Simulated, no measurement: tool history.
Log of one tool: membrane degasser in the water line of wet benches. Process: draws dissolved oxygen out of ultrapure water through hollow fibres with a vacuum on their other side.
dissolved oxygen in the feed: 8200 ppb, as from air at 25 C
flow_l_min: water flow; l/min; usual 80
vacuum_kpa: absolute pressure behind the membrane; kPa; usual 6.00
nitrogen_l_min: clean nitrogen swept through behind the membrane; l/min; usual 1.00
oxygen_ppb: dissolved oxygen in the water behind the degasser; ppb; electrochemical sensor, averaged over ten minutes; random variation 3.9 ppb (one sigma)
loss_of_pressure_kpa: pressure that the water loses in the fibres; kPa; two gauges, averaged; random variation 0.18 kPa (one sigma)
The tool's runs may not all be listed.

| run | hour | flow_l_min | vacuum_kpa | nitrogen_l_min | oxygen_ppb | loss_of_pressure_kpa |
|---|---|---|---|---|---|---|
| 1 | 0.0 | 80 | 6.00 | 1.00 | 416.1 | 30.98 |
| 2 | 32.4 | 80 | 6.00 | 1.00 | 420.9 | 31.16 |
| 3 | 87.7 | 80 | 6.00 | 1.00 | 410.7 | 31.09 |
| 4 | 118.5 | 80 | 6.00 | 1.00 | 419.9 | 31.27 |
| 5 | 160.4 | 80 | 6.00 | 1.00 | 421.5 | 31.19 |
| 6 | 199.7 | 80 | 6.00 | 1.00 | 414.6 | 31.32 |
| 7 | 257.1 | 119 | 6.00 | 1.00 | 653.0 | 46.45 |
| 8 | 309.3 | 80 | 6.00 | 1.00 | 409.1 | 31.02 |
| 9 | 346.9 | 80 | 6.00 | 1.00 | 420.1 | 31.09 |
| 10 | 386.2 | 80 | 6.84 | 1.00 | 521.9 | 31.29 |
| 11 | 441.7 | 80 | 6.84 | 1.00 | 523.7 | 31.27 |
| 12 | 503.2 | 80 | 6.84 | 1.00 | 522.2 | 31.29 |
|  | 507.1 | vacuum gauge calibrated |
| 13 | 557.1 | 55 | 4.97 | 1.00 | 209.7 | 21.41 |
| 14 | 609.3 | 55 | 4.97 | 1.00 | 209.7 | 21.65 |
| 15 | 662.4 | 55 | 8.59 | 0.99 | 552.4 | 21.34 |
| 16 | 702.3 | 76 | 6.83 | 0.51 | 754.3 | 29.76 |
| 17 | 764.2 | 76 | 6.83 | 0.51 | 735.5 | 29.56 |
| 18 | 826.5 | 63 | 8.49 | 0.51 | 912.9 | 24.72 |
|  | 869.8 | vacuum gauge calibrated, once more |
| 19 | 869.8 | 52 | 3.96 | 1.00 | 76.4 | 20.39 |
| 20 | 929.9 | 52 | 3.96 | 1.00 | 73.0 | 20.20 |
| 21 | 977.4 | 58 | 10.87 | 0.91 | 812.4 | 22.54 |
| 22 | 1030.5 | 64 | 10.62 | 0.61 | 1058.9 | 24.81 |
| 23 | 1065.6 | 61 | 9.70 | 0.73 | 837.7 | 24.00 |

Forecast each of these 5 alternatives for the next run:
| A | 1119.2 | 80 | 10.44 | 2.41 | ? | ? |
| B | 1119.2 | 119 | 12.54 | 0.78 | ? | ? |
| C | 1119.2 | 61 | 9.70 | 1.00 | ? | ? |
| D | 1119.2 | 96 | 9.70 | 0.73 | ? | ? |
| E | 1119.2 | 80 | 6.00 | 1.31 | ? | ? |

| run | oxygen_ppb | loss_of_pressure_kpa |
|---|---|---|
| A | 500.0 | 31.34 |
| B | 1741.2 | 46.28 |
| C | 675.0 | 23.60 |
| D | 1121.2 | 37.31 |
| E | 329.9 | 31.25 |
Without the tool's hidden state the same runs would have given:
| run | oxygen_ppb | loss_of_pressure_kpa |
|---|---|---|
| A | 498.5 | 31.09 |
| B | 1750.8 | 45.91 |
| C | 677.8 | 23.41 |
| D | 1129.1 | 37.02 |
| E | 330.6 | 31.01 |
